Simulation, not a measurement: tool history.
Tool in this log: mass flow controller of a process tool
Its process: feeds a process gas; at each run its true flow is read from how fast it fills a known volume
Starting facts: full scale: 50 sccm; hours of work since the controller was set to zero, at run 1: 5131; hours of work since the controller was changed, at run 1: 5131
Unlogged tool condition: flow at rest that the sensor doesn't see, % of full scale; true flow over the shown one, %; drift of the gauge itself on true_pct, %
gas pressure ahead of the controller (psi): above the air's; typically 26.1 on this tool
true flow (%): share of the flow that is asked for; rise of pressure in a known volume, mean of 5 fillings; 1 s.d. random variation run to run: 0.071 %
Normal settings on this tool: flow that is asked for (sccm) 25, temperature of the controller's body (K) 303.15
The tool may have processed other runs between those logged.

| run | day | flow that is asked for (sccm) | gas pressure ahead of the controller (psi) | temperature of the controller's body (K) | hours of work since the controller was set to zero | hours of work since the controller was changed | true flow (%) |
|---|---|---|---|---|---|---|---|
| 1 | 0 | 25 | 26.1 | 303.15 | 5131 | 5131 | 102.76 |
| 2 | 17.142 | 25 | 26.1 | 303.15 | 5289 | 5289 | 102.78 |
| 3 | 31.954 | 11 | 26.1 | 303.15 | 5426 | 5426 | 100.48 |
| 4 | 46.788 | 11 | 26.1 | 299.15 | 5563 | 5563 | 99.92 |
| 5 | 56.25 | 25 | 26.1 | 298.15 | 5650 | 5650 | 102.23 |
| 6 | 77.25 | 25 | 26.1 | 298.15 | 5844 | 5844 | 102.4 |
|  | 86.717 | controller exchanged for a calibrated one |
| 7 | 87.392 | 43 | 40.5 | 302.15 | 6 | 6 | 99.55 |
| 8 | 101.788 | 43 | 40.5 | 302.15 | 139 | 139 | 99.67 |
| 9 | 117.412 | 17 | 26.1 | 300.15 | 283 | 283 | 99.6 |
| 10 | 137.375 | 17 | 37.7 | 309.15 | 468 | 468 | 100.08 |

Branching from run 10: 5 alternative next runs. What would each branch give?
| A | 150.958 | 25 | 24.5 | 303.15 | 593 | 593 | ? |
| B | 150.958 | 23 | 24.5 | 307.15 | 593 | 593 | ? |
| C | 150.958 | 13 | 25.8 | 297.15 | 593 | 593 | ? |
| D | 150.958 | 48 | 26.1 | 300.15 | 593 | 593 | ? |
| E | 150.958 | 17 | 39.7 | 309.15 | 593 | 593 | ? |

| run | true flow (%) |
|---|---|
| A | 100.39 |
| B | 100.73 |
| C | 99.21 |
| D | 100.48 |
| E | 100.14 |
With the hidden condition removed and each run's random variation left untouched, the same runs would have given:
| run | true flow (%) |
|---|---|
| A | 100.3 |
| B | 100.65 |
| C | 99.31 |
| D | 100.29 |
| E | 100.15 |
